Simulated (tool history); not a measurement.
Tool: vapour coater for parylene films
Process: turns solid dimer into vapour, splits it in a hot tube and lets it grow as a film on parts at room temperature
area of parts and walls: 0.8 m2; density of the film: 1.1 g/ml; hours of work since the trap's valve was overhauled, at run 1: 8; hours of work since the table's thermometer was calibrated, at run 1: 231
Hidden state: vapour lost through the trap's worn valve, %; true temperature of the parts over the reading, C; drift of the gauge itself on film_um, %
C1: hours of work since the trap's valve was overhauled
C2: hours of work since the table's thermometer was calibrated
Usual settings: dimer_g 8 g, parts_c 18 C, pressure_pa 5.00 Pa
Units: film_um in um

Run 1, hour 0.0: usual settings; C1 8; C2 231. Result: film_um 5.16 um.
Run 2, hour 24.5: usual settings; C1 20; C2 243. Result: film_um 5.12 um.
Run 3, hour 47.3: usual settings; C1 31; C2 254. Result: film_um 5.16 um.
Run 4, hour 62.8: usual settings; C1 38; C2 261. Result: film_um 5.21 um.
Run 5, hour 76.6: usual settings but parts_c 14 C; C1 45; C2 268. Result: film_um 5.75 um.
Run 6, hour 98.4: usual settings; C1 55; C2 278. Result: film_um 5.11 um.
Run 7, hour 112.3: usual settings; C1 62; C2 285. Result: film_um 5.12 um.
Run 8, hour 129.9: usual settings; C1 70; C2 293. Result: film_um 5.02 um.
Run 9, hour 145.3: usual settings; C1 78; C2 301. Result: film_um 5.03 um.
Run 10, hour 163.8: usual settings; C1 87; C2 310. Result: film_um 5.07 um.
Run 11, hour 180.4: usual settings; C1 95; C2 318. Result: film_um 5.03 um.
Run 12, hour 203.5: usual settings; C1 106; C2 329. Result: film_um 5.01 um.
Run 13, hour 230.1: usual settings; C1 119; C2 342. Result: film_um 5.06 um.
Run 14, hour 250.1: usual settings; C1 128; C2 351. Result: film_um 5.01 um.
Run 15, hour 264.9: usual settings; C1 136; C2 359. Result: film_um 4.88 um.
Run 16, hour 287.2: usual settings; C1 146; C2 369. Result: film_um 4.90 um.
Run 17, hour 306.5: usual settings; C1 156; C2 379. Result: film_um 4.91 um.
Run 18, hour 326.8: usual settings but parts_c 16 C; C1 165; C2 388. Result: film_um 5.14 um.
Run 19, hour 339.4: usual settings but dimer_g 10 g; C1 171; C2 394. Result: film_um 6.12 um.
Run 20, hour 362.2: usual settings; C1 182; C2 405. Result: film_um 4.96 um.
Run 21, hour 376.0: usual settings; C1 189; C2 412. Result: film_um 4.77 um.
Run 22, hour 388.6: usual settings; C1 195; C2 418. Result: film_um 4.77 um.
Run 23, hour 408.0: usual settings; C1 205; C2 428. Result: film_um 4.88 um.
Run 24, hour 421.7: usual settings but dimer_g 10 g; C1 211; C2 434. Result: film_um 6.00 um.
Run 25, hour 433.9: usual settings but dimer_g 10 g; C1 217; C2 440. Result: film_um 5.92 um.
Run 26, hour 451.1: usual settings but dimer_g 11 g, parts_c 13 C, pressure_pa 3.88 Pa; C1 225; C2 448. Result: film_um 7.73 um.
Run 27, hour 476.5: usual settings but dimer_g 3 g, parts_c 15 C; C1 238; C2 461. Result: film_um 1.94 um.

Run 28 comes next. What will it give?
Run 28, hour 490.9: usual settings but dimer_g 7 g, parts_c 15 C, pressure_pa 9.48 Pa; C1 244; C2 468. Result: film_um ?.

film_um: 4.21 um
Without the tool's hidden state the same run would have given film_um 4.72 um.
